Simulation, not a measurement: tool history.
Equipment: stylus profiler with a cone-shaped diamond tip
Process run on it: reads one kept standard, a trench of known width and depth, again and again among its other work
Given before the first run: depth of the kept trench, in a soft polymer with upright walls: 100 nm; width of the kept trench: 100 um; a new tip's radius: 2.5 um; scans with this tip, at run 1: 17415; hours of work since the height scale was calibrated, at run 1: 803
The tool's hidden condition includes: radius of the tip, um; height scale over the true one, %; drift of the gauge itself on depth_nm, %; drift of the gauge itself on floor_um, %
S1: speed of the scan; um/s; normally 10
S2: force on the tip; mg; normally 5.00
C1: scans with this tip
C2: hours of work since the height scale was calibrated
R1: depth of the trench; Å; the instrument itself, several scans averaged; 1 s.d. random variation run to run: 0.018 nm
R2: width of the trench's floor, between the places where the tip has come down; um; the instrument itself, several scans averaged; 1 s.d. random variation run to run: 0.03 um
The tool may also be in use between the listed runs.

run	hour	S1	S2	C1	C2	R1	R2
1	0.0	10	5.00	17415	803	1012.0	98.28
2	90.7	10	5.00	17764	850	1012.0	98.25
3	175.6	10	5.00	18092	894	1011.9	98.35
4	237.9	10	5.00	18332	927	1011.5	98.30
5	337.5	10	5.30	18716	979	1012.1	98.34
6	435.7	10	1.88	19094	1030	1004.6	98.28
7	550.8	10	2.67	19537	1090	1006.9	98.37
8	648.0	10	2.67	19912	1140	1006.9	98.22
9	697.5	6	5.00	20103	1166	1011.5	98.30
10	778.7	29	5.00	20415	1208	1011.3	98.22
11	830.9	29	5.00	20617	1236	1011.9	98.28
12	948.1	29	5.00	21068	1297	1011.2	98.28
13	998.2	29	5.00	21262	1323	1011.2	98.26
14	1068.9	13	5.00	21534	1360	1011.0	98.32
15	1162.6	10	6.14	21895	1409	1013.0	98.26
# hour 1170.8: height scale calibrated on a step standard
16	1245.1	10	5.00	22211	39	1010.0	98.27
17	1308.5	10	5.00	22455	72	1009.8	98.22
18	1382.7	10	5.00	22741	110	1010.0	98.29
19	1482.7	10	5.00	23127	163	1009.9	98.28
# hour 1585.6: height scale calibrated on a step standard, once more
20	1588.1	10	5.00	23531	1	1014.2	98.25
21	1687.4	10	5.00	23913	53	1014.0	98.21
22	1775.3	10	5.00	24252	99	1014.0	98.23
23	1830.4	10	11.73	24464	128	1024.7	98.24
24	1886.6	2	2.75	24681	157	1009.6	98.20
25	1974.0	12	7.26	25018	202	1018.0	98.23
26	2077.5	3	4.17	25416	256	1012.5	98.29
27	2185.1	13	2.23	25831	312	1008.0	98.23
28	2258.0	4	5.64	26112	350	1015.0	98.19
29	2335.6	4	5.64	26411	391	1014.9	98.23
30	2434.8	10	4.73	26793	443	1012.8	98.23
31	2500.2	12	14.78	27046	477	1028.3	98.20
32	2581.9	3	2.03	27360	519	1007.4	98.20
33	2648.5	7	7.21	27617	554	1017.1	98.20
34	2727.8	2	3.52	27922	595	1010.3	98.20
35	2789.5	2	3.52	28160	628	1010.3	98.19
36	2854.6	10	13.35	28411	661	1025.9	98.10
37	2949.7	13	6.46	28777	711	1015.6	98.21
38	3045.5	4	7.13	29147	761	1016.7	98.18
39	3158.5	11	2.59	29582	820	1007.6	98.14
40	3265.8	15	3.67	29995	876	1010.2	98.12
41	3368.3	15	3.67	30391	929	1010.1	98.16
42	3463.7	6	5.00	30758	979	1012.4	98.11
43	3538.9	14	2.61	31048	1018	1008.1	98.10
44	3615.1	3	3.40	31342	1058	1009.3	98.18
45	3729.5	3	3.40	31783	1118	1009.4	98.14
46	3800.1	24	9.41	32054	1154	1019.5	98.09

Branching from run 46: 4 alternative next runs. What would each branch give?
A	3885.5	24	11.05	32383	1199	?	?
B	3885.5	10	5.67	32383	1199	?	?
C	3885.5	24	2.50	32383	1199	?	?
D	3885.5	9	2.26	32383	1199	?	?

run	R1	R2
A	1022.1	98.08
B	1013.7	98.11
C	1006.9	98.09
D	1006.6	98.14
Take away the tool's hidden state, keep each run's random variation, and the runs would have read:
run	R1	R2
A	1023.9	98.53
B	1015.5	98.55
C	1008.7	98.54
D	1008.3	98.58

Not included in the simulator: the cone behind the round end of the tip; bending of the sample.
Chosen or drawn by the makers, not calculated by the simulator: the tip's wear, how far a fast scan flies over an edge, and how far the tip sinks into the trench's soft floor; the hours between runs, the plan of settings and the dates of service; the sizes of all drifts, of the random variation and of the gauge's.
